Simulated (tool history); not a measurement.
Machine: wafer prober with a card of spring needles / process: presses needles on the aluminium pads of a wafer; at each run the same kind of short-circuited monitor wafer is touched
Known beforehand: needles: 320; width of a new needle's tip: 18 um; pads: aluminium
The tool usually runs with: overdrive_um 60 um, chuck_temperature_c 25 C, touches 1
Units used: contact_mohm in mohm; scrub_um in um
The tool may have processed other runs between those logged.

run   hour  overdrive_um  chuck_temperature_c  touches  contact_mohm  scrub_um
  1      0            60                   25        1           456      15.7
      16.8  -- tips cleaned on abrasive film
  2   23.8            60                   25        1           360     15.72
  3   40.8            60                   67        1           525     15.67
      51.3  -- tips cleaned on abrasive film
  4   67.6            60                   67        1           469     15.67
        86  -- tips cleaned on abrasive film
  5   91.5            60                   67        1           346     15.58
  6    106            62                   25        1           478     16.09
     120.9  -- tips cleaned on abrasive film
  7  133.5            60                   33        1           444     15.63
  8  149.4            60                   33        1           554     15.57
     156.7  -- tips cleaned on abrasive film
  9    176            60                   25        1           508      15.6
     191.1  -- tips cleaned on abrasive film
 10  191.5            64                   25        1           252     16.58
       194  -- height of the first contact set anew
 11  211.5            60                   59        1           514     15.53
     226.3  -- tips cleaned on abrasive film
 12    242            60                   59        1           478     15.39
     260.9  -- tips cleaned on abrasive film
 13  265.2            60                   59        1           340     15.45
     295.5  -- tips cleaned on abrasive film
 14  295.5            59                  119        2           255     15.17
     313.7  -- height of the first contact set anew, once more
 15    329            53                  119        1           633     13.85
     331.2  -- tips cleaned on abrasive film
 16  359.8            60                   25        1           560     15.68
     367.5  -- tips cleaned on abrasive film
 17  378.1            60                   82        1           435     15.71
     401.7  -- tips cleaned on abrasive film
 18  406.1            77                   25        1           281     20.14
 19  430.3            77                   25        1           425     20.11
     437.1  -- tips cleaned on abrasive film
 20    455            77                   25        1           387     20.05
     471.4  -- tips cleaned on abrasive film
 21  476.6            60                   38        1           350     15.59
 22  497.5            63                   60        3           328     16.45
     506.6  -- tips cleaned on abrasive film
 23  514.4            41                   51        2           451     10.57
     541.2  -- tips cleaned on abrasive film
 24  547.9            67                   73        1           360     17.36
 25    570            67                   73        1           483     17.38
     575.8  -- tips cleaned on abrasive film
 26  596.7            58                   53        1           548     15.01

Below are 3 alternative next runs, each starting from the tool's condition after run 26. Predict each:
     611.3  -- tips cleaned on abrasive film
  A  619.9            42                   25        1             ?         ?
     611.3  -- tips cleaned on abrasive film
  B  619.9            60                   76        1             ?         ?
     611.3  -- tips cleaned on abrasive film
  C  619.9            46                  113        1             ?         ?

run  contact_mohm  scrub_um
  A           619     10.78
  B           418     15.56
  C           543      11.8
With the hidden condition removed and each run's random variation left untouched, the same runs would have given:
run  contact_mohm  scrub_um
  A           229        11
  B           234     15.78
  C           254     12.02
